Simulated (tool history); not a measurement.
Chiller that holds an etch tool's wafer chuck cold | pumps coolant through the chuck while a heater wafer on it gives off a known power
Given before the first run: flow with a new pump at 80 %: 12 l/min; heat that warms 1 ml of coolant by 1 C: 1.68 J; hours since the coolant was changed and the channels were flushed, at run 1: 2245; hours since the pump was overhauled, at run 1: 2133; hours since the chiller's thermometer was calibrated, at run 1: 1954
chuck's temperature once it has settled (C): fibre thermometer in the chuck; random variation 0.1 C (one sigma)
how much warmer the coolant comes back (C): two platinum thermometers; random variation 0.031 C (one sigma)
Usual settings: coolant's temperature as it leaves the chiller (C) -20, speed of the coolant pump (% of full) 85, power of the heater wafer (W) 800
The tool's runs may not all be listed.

run    hour  coolant's temperature as it leaves the chiller (C)  speed of the coolant pump (% of full)  power of the heater wafer (W)  hours since the coolant was changed and the channels were flushed  hours since the pump was overhauled  hours since the chiller's thermometer was calibrated  chuck's temperature once it has settled (C)  how much warmer the coolant comes back (C)
  1       0                                                 -20                                     85                            800                                                               2245                                 2133                                                  1954                                        -12.9                                        2.24
  2   110.9                                                 -20                                     85                            800                                                               2356                                 2244                                                  2064                                        -13.1                                         2.2
  3   226.1                                                 -20                                     85                            800                                                               2472                                 2359                                                  2180                                          -13                                        2.29
  4   318.9                                                 -20                                     85                            802                                                               2564                                 2452                                                  2273                                          -13                                         2.3
  5   392.1                                                 -20                                     85                            802                                                               2638                                 2525                                                  2346                                        -12.9                                        2.29
  6   500.5                                                 -20                                     85                            802                                                               2746                                 2634                                                  2454                                        -12.8                                        2.33
  7   611.3                                                 -20                                     85                            802                                                               2857                                 2745                                                  2565                                        -12.9                                        2.29
  8   702.7                                                 -20                                     85                            802                                                               2948                                 2836                                                  2656                                          -13                                        2.34
  9   813.8                                                 -20                                     72                            802                                                               3059                                 2947                                                  2767                                        -11.8                                        2.74
 10   930.3                                                 -20                                     77                            800                                                               3176                                 3064                                                  2884                                        -12.4                                         2.6
 11   991.8                                                 -20                                     77                            800                                                               3237                                 3125                                                  2945                                        -12.5                                        2.58
 12  1082.9                                                 -20                                     85                            850                                                               3328                                 3216                                                  3037                                        -12.5                                         2.5
 13  1142.3                                                 -20                                     85                            850                                                               3388                                 3275                                                  3096                                        -12.5                                        2.55
 14  1206.5                                                 -20                                     85                            850                                                               3452                                 3340                                                  3160                                        -12.6                                        2.53
 15  1312.7                                                 -20                                     85                            850                                                               3558                                 3446                                                  3266                                        -12.7                                        2.51
 16  1436.3                                                 -20                                     85                            800                                                               3682                                 3569                                                  3390                                        -12.8                                        2.42
 17  1541.3                                                 -17                                     66                            514                                                               3787                                 3674                                                  3495                                        -11.3                                        2.11
 18  1595.6                                                 -23                                     81                            562                                                               3841                                 3729                                                  3549                                          -18                                        1.86
 19  1684.6                                                 -23                                     81                            562                                                               3930                                 3818                                                  3638                                        -17.8                                        1.86
 20    1738                                                 -10                                     81                            562                                                               3984                                 3871                                                  3692                                         -4.8                                         1.9
 21    1840                                                 -17                                     68                           1023                                                               4085                                 3973                                                  3794                                         -6.4                                        3.97
 22  1914.3                                                 -17                                     68                           1023                                                               4160                                 4047                                                  3868                                         -6.2                                        3.95
 23  1998.8                                                 -17                                     68                           1023                                                               4244                                 4132                                                  3952                                         -6.3                                        3.92
 24  2099.3                                                 -25                                     85                            698                                                               4345                                 4233                                                  4053                                        -18.9                                        2.26
 25  2194.6                                                 -16                                     95                            431                                                               4440                                 4328                                                  4148                                        -12.6                                         1.4
 26  2259.2                                                 -16                                     72                            800                                                               4505                                 4392                                                  4213                                         -7.9                                        3.03
 27  2323.3                                                 -16                                     72                            800                                                               4569                                 4457                                                  4277                                           -8                                        3.01
     2394.2  -- gauge calibrated
 28  2450.4                                                 -16                                     72                            800                                                               4696                                 4584                                                  4404                                         -8.1                                        2.69
 29  2519.7                                                 -16                                     72                            800                                                               4765                                 4653                                                  4473                                         -8.1                                        2.66
 30    2607                                                 -20                                     85                            800                                                               4852                                 4740                                                  4561                                        -13.1                                        2.28
 31  2666.3                                                 -20                                     85                            800                                                               4912                                 4800                                                  4620                                          -13                                        2.27
 32  2718.4                                                 -26                                     88                           1185                                                               4964                                 4852                                                  4672                                        -15.8                                         3.2

Some steps in how much warmer the coolant comes back (C) between neighbouring runs. How much of each would the tool show without its hidden state too (settings, what came in, random variation), and how much is left for the hidden state, with any gauge scatter that isn't in both results?
The tool's hidden condition here consists of: heat passed by the chuck's channels, % of clean ones'; flow at a given pump speed, % of a new pump's; coolant's true temperature over the reading, C; drift of the gauge itself on chuck_c, C; drift of the gauge itself on warmer_back_c, C.
Run 2 -> 3: nothing adjusted, nothing logged. how much warmer the coolant comes back (C) +0.09: hidden state +0.03, all else +0.06.
Run 7 -> 8: nothing adjusted, nothing logged. how much warmer the coolant comes back (C) +0.05: hidden state +0.02, all else +0.03.
Run 20 -> 21: coolant's temperature as it leaves the chiller (C) -10 -> -17, speed of the coolant pump (% of full) 81 -> 68, power of the heater wafer (W) 562 -> 1023. how much warmer the coolant comes back (C) +2.07: hidden state +0.01, all else +2.06.
Run 23 -> 24: coolant's temperature as it leaves the chiller (C) -17 -> -25, speed of the coolant pump (% of full) 68 -> 85, power of the heater wafer (W) 1023 -> 698. how much warmer the coolant comes back (C) -1.66: hidden state +0.01, all else -1.67.
Run 25 -> 26: speed of the coolant pump (% of full) 95 -> 72, power of the heater wafer (W) 431 -> 800. how much warmer the coolant comes back (C) +1.63: hidden state +0, all else +1.63.
Run 27 -> 28: gauge calibrated. how much warmer the coolant comes back (C) -0.32: hidden state -0.32, all else +0.

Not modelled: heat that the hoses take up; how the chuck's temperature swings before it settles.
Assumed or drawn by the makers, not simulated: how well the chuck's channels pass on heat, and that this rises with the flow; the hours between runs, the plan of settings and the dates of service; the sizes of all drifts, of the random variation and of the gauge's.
